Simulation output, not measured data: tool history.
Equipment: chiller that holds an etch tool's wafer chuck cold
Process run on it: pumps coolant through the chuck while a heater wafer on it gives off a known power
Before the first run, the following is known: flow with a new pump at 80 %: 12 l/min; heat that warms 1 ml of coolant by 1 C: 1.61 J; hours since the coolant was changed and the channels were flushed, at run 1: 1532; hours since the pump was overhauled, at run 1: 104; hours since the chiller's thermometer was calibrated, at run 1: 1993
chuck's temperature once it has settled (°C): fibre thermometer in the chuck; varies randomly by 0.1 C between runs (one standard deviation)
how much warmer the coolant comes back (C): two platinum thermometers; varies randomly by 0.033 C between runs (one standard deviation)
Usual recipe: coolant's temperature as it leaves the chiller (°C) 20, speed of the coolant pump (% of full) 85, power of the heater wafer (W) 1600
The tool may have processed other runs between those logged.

run,day,coolant's temperature as it leaves the chiller (°C),speed of the coolant pump (% of full),power of the heater wafer (W),hours since the coolant was changed and the channels were flushed,hours since the pump was overhauled,hours since the chiller's thermometer was calibrated,chuck's temperature once it has settled (°C),how much warmer the coolant comes back (C)
1,0.000,20,85,1600,1532,104,1993,37.5,4.63
2,1.792,20,85,1600,1575,147,2036,37.6,4.61
3,4.638,20,85,1600,1643,216,2104,37.5,4.69
4,8.267,20,64,1600,1730,303,2191,41.4,6.34
5,9.962,20,64,1600,1771,343,2232,41.3,6.25
6,13.592,20,64,1600,1858,430,2319,41.6,6.27
7,16.746,20,64,1600,1933,506,2395,41.7,6.27
8,20.067,20,64,1600,2013,586,2474,41.6,6.32
9,22.621,20,85,1600,2075,647,2536,37.8,4.72
10,24.454,20,85,1600,2119,691,2580,37.8,4.63
11,26.229,20,85,1600,2161,734,2622,38.1,4.72
12,29.171,20,85,1600,2232,804,2693,37.9,4.68
13,32.021,20,85,1600,2300,873,2761,38.0,4.71
14,35.671,20,93,1600,2388,960,2849,36.9,4.32
15,37.588,20,93,1600,2434,1006,2895,37.0,4.34
16,39.375,20,62,1600,2477,1049,2938,42.3,6.55
17,41.992,20,62,1600,2539,1112,3001,42.6,6.58
18,43.983,14,95,1420,2587,1160,3048,28.7,3.72
19,45.671,22,77,1393,2628,1200,3089,38.9,4.57
20,48.025,22,77,1393,2684,1257,3145,38.8,4.64
# day 48.508: coolant pump overhauled
21,51.379,22,77,1393,2760,69,3221,39.1,4.65
22,53.846,11,85,1600,2819,128,3280,29.5,4.82
23,55.583,11,85,1600,2861,170,3322,29.5,4.83
# day 56.071: coolant pump overhauled, once more
24,58.146,11,85,1600,2917,50,3378,29.1,4.73
25,60.575,12,96,1891,2975,108,3437,32.0,4.93
26,62.575,26,81,1319,3023,156,3485,41.4,4.04
27,66.058,21,73,1187,3107,240,3568,36.1,4.07
28,69.392,24,90,1187,3187,320,3648,37.0,3.30
29,71.004,24,90,1187,3226,358,3687,36.9,3.35
30,73.788,24,90,930,3292,425,3754,34.1,2.56
31,76.375,24,90,930,3355,487,3816,34.2,2.65
32,79.238,20,85,1781,3423,556,3884,40.6,5.22

Table of differences, measured result less the result of that run with no hidden state. Run-to-run variation is the same in both. Gauge scatter possibly is not:
What the log doesn't record here: heat passed by the chuck's channels, % of clean ones'; flow at a given pump speed, % of a new pump's; coolant's true temperature over the reading, C; drift of the gauge itself on chuck_c, C; drift of the gauge itself on warmer_back_c, C.
run,chuck's temperature once it has settled (°C),how much warmer the coolant comes back (C)
1,+0.5,-0.02
2,+0.6,-0.01
3,+0.7,-0.01
4,+0.9,+0.01
5,+0.9,+0.01
6,+1.0,+0.02
7,+1.0,+0.03
8,+1.1,+0.04
9,+0.9,+0.04
10,+0.9,+0.05
11,+1.0,+0.05
12,+1.0,+0.05
13,+1.0,+0.06
14,+1.0,+0.06
15,+1.1,+0.07
16,+1.5,+0.11
17,+1.6,+0.11
18,+0.9,+0.08
19,+1.2,+0.09
20,+1.2,+0.09
21,+1.4,+0.15
22,+1.5,+0.16
23,+1.6,+0.16
24,+1.2,+0.01
25,+1.4,+0.01
26,+1.0,+0.02
27,+1.0,+0.02
28,+0.9,+0.02
29,+0.9,+0.03
30,+0.6,+0.02
31,+0.7,+0.03
32,+1.7,+0.07
